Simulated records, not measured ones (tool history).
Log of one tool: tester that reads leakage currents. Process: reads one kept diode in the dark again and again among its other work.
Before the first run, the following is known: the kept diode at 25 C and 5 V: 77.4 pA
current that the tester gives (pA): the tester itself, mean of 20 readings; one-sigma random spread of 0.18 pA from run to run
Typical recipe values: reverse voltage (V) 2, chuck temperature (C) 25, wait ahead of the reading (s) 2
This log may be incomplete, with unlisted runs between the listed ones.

| run | hour | reverse voltage (V) | chuck temperature (C) | wait ahead of the reading (s) | current that the tester gives (pA) |
|---|---|---|---|---|---|
| 1 | 0 | 2 | 25 | 2 | 61.89 |
| 2 | 18.7 | 2 | 25 | 2 | 62.04 |
| 3 | 49.4 | 2 | 25 | 2 | 62.4 |
| 4 | 77.8 | 2 | 25 | 2 | 62.51 |
| 5 | 95.8 | 2 | 25 | 2 | 62.6 |
| 6 | 125.6 | 2 | 53 | 2 | 445.9 |
| 7 | 152 | 2 | 53 | 2 | 445.84 |
| 8 | 168.7 | 2 | 25 | 4.67 | 63.04 |
| 9 | 206.5 | 2 | 25 | 4.67 | 62.84 |
| 10 | 225.1 | 2 | 25 | 4.67 | 62.87 |
| 11 | 263.8 | 2 | 25 | 4.67 | 62.93 |
| 12 | 287.8 | 2 | 25 | 4.67 | 63.3 |
| 13 | 315.7 | 1.38 | 25 | 4.67 | 55.18 |
| 14 | 334 | 2 | 25 | 2 | 63.36 |
| 15 | 357.6 | 2 | 25 | 2 | 64.16 |
| 16 | 385.4 | 3.67 | 25 | 2 | 80.72 |
| 17 | 411.2 | 3.67 | 25 | 2 | 80.8 |
| 18 | 448 | 3.67 | 25 | 2 | 80.78 |
| 19 | 485.3 | 3.67 | 25 | 2 | 81.24 |
| 20 | 514.6 | 2 | 44 | 2 | 251.19 |
| 21 | 548 | 12.44 | 44 | 2 | 493.99 |
| 22 | 564.2 | 12.44 | 44 | 2 | 495.65 |
| 23 | 596 | 12.44 | 44 | 2 | 479.39 |
| 24 | 616 | 1.64 | 24 | 1.54 | 54.3 |
| 25 | 633.3 | 2.28 | 53 | 2.01 | 478.57 |
| 26 | 666.5 | 2.28 | 53 | 2.01 | 477.79 |
| 27 | 686.2 | 2.28 | 53 | 2.01 | 482.43 |
| 28 | 715.1 | 2.17 | 54 | 2.36 | 503.55 |
| 29 | 741.2 | 2.17 | 54 | 2.36 | 502.51 |
| 30 | 762.3 | 1.06 | 36 | 2 | 115.34 |
| 31 | 800.6 | 3.48 | 25 | 2 | 77.67 |
| 32 | 838.1 | 8.08 | 22 | 2 | 84.31 |
| 33 | 865 | 8.97 | 32 | 3.81 | 185.39 |
| 34 | 887.4 | 2 | 23 | 2 | 54.96 |
| 35 | 911 | 1.06 | 23 | 1.71 | 43.92 |
| 36 | 943.6 | 1.35 | 29 | 3.49 | 75.59 |
| 37 | 978.7 | 2 | 24 | 2.65 | 59.88 |
| 38 | 1014.8 | 2 | 24 | 2.65 | 60.2 |
| 39 | 1042.1 | 2 | 25 | 5.19 | 65.05 |

The log once held 2 entries between its listed runs, left out of this copy. Where does each go, and what is different about the tool's unlogged condition between the listed run before it and the listed run after it?
In the gap between runs 20 and 21: probe card cleaned and baked (hour 519.3)
  stray current of the dirty probe card, pA a volt: 1.044 -> 1.455; current scale over the true one, %: 0.32 -> 0.33; true chuck temperature over the reading, C: 1.25 -> 1.27
  what was measured, less what the result would be without the hidden state, current that the tester gives (pA): +23.31 -> +59.16
In the gap between runs 22 and 23: probe card cleaned and baked, once more (hour 584.6)
  stray current of the dirty probe card, pA a volt: 1.459 -> 0.027; current scale over the true one, %: 0.33 -> 0.34; true chuck temperature over the reading, C: 1.29 -> 1.31
  what was measured, less what the result would be without the hidden state, current that the tester gives (pA): +59.83 -> +42.83
